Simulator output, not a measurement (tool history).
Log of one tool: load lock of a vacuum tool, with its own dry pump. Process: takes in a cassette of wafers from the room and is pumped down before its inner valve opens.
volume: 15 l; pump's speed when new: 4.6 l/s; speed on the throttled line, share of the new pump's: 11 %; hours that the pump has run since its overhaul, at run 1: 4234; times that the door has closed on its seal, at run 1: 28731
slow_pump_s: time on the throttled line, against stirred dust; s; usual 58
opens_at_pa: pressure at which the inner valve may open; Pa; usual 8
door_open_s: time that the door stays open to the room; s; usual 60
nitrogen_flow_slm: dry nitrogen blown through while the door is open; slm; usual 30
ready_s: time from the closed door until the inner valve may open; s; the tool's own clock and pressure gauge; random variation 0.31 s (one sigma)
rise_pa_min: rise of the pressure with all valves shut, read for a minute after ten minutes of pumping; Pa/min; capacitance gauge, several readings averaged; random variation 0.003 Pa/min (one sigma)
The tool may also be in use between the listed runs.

run,day,slow_pump_s,opens_at_pa,door_open_s,nitrogen_flow_slm,hours that the pump has run since its overhaul,times that the door has closed on its seal,"incoming humidity of the room's air, %",ready_s,rise_pa_min
1,0,58,8,60,30,4234,28731,45.3,83.7,0.156
2,20.238,58,8,60,4,4720,30099,44.8,83.5,0.184
3,31.871,58,8,60,4,4999,30886,45.7,83.7,0.188
4,53.475,58,8,60,21,5518,32347,40.6,83.9,0.179
5,74.025,58,8,60,21,6011,33737,45.4,84.1,0.19
6,94.8,58,8,60,30,6510,35142,44.2,84.3,0.189
7,103.633,58,8,111,30,6722,35739,48,84.2,0.216
8,113.746,85,8,60,30,6964,36423,46.3,108.8,0.192
9,130.792,85,8,60,30,7373,37576,42.9,108.5,0.207
10,149.642,85,8,60,30,7826,38850,46.3,109,0.219
11,159.046,85,8,60,30,8051,39486,43,108.6,0.221
12,174.933,78,8,60,30,8433,40561,46.3,102.6,0.231
13,195.196,58,8,60,30,8919,41931,44.3,85.2,0.236
14,216.321,58,8,60,30,9426,43360,46.3,85.4,0.256
15,230.154,58,8,60,30,9758,44295,46.7,85.2,0.255
16,240.975,58,8,60,30,10018,45027,45.5,84.9,0.256
17,257.662,58,8,60,30,10418,46155,42.9,85.4,0.272
18,271.012,38,8,60,30,10739,47058,42,67.9,0.279
19,289.3,45,14,60,17,11178,48295,43,73.1,0.304
20,305.8,29,8,35,14,11574,49411,43.2,60.5,0.296
21,318.15,59,10,31,7,11870,50246,47.2,86.6,0.307
22,333.1,59,10,31,7,12229,51257,47.1,86.2,0.317
23,349.854,59,11,74,36,12631,52390,46,86.4,0.32
24,365.804,58,6,60,30,13014,53468,45.5,87.3,0.339
25,376.45,54,8,60,27,13269,54189,46.8,83,0.345
26,393.075,54,8,60,27,13668,55313,44.2,83.3,0.353

Run 27 comes next. What will it give?
27,411.5,35,8,60,27,14110,56559,44.1,?,?

{"run 27": {"ready_s": 66.7, "rise_pa_min": 0.35}}
Without the tool's hidden state the same run would have given ready_s 62.1 s, rise_pa_min 0.033 Pa/min.
